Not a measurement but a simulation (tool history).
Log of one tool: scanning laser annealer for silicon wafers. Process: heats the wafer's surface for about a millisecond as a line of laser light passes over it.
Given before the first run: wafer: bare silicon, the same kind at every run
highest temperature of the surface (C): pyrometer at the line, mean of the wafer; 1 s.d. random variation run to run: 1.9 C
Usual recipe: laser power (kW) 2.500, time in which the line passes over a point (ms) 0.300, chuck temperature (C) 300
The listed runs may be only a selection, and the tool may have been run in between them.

| run | hour | laser power (kW) | time in which the line passes over a point (ms) | chuck temperature (C) | highest temperature of the surface (C) |
|---|---|---|---|---|---|
| 1 | 0.0 | 2.500 | 0.300 | 300 | 1122 |
| 2 | 31.6 | 2.500 | 0.300 | 280 | 1100 |
| 3 | 59.7 | 2.500 | 0.300 | 280 | 1102 |
| 4 | 91.0 | 2.728 | 0.300 | 300 | 1199 |
| 5 | 122.6 | 2.728 | 0.300 | 295 | 1191 |
| 6 | 162.6 | 2.728 | 0.300 | 295 | 1194 |
| 7 | 190.8 | 2.195 | 0.300 | 295 | 1007 |
| 8 | 231.5 | 2.195 | 0.300 | 295 | 1005 |
| 9 | 268.6 | 2.195 | 0.300 | 295 | 1008 |
| 10 | 287.1 | 2.205 | 0.300 | 295 | 1011 |
| 11 | 304.1 | 2.205 | 0.340 | 295 | 1060 |
| 12 | 326.7 | 2.205 | 0.340 | 295 | 1059 |
| 13 | 357.1 | 2.205 | 0.340 | 295 | 1058 |
| 14 | 387.5 | 2.500 | 0.298 | 300 | 1113 |
| 15 | 406.1 | 2.267 | 0.349 | 300 | 1097 |
| 16 | 446.5 | 2.158 | 0.300 | 329 | 1026 |
| 17 | 471.8 | 2.158 | 0.300 | 329 | 1025 |
| 18 | 503.7 | 2.158 | 0.352 | 314 | 1071 |
| 19 | 527.4 | 2.218 | 0.352 | 314 | 1092 |
| 20 | 560.9 | 2.660 | 0.300 | 283 | 1149 |
| 21 | 583.3 | 2.359 | 0.251 | 286 | 984 |
| 22 | 616.8 | 2.275 | 0.224 | 330 | 958 |
| 23 | 655.3 | 2.275 | 0.224 | 330 | 958 |
| 24 | 686.3 | 2.275 | 0.276 | 285 | 988 |
| 25 | 719.6 | 2.275 | 0.276 | 285 | 990 |
| 26 | 749.1 | 2.275 | 0.276 | 285 | 986 |
| 27 | 766.6 | 2.500 | 0.300 | 335 | 1149 |
| 28 | 793.8 | 2.398 | 0.300 | 300 | 1079 |

Below are 4 alternative next runs, each starting from the tool's condition after run 28. Predict each:
| A | 819.7 | 2.383 | 0.378 | 300 | ? |
| B | 819.7 | 2.644 | 0.322 | 317 | ? |
| C | 819.7 | 2.705 | 0.300 | 300 | ? |
| D | 819.7 | 2.478 | 0.300 | 300 | ? |

| run | highest temperature of the surface (C) |
|---|---|
| A | 1169 |
| B | 1210 |
| C | 1182 |
| D | 1105 |
Stripped of hidden state, with their random variation kept, the same runs would have yielded:
| run | highest temperature of the surface (C) |
|---|---|
| A | 1204 |
| B | 1246 |
| C | 1217 |
| D | 1137 |

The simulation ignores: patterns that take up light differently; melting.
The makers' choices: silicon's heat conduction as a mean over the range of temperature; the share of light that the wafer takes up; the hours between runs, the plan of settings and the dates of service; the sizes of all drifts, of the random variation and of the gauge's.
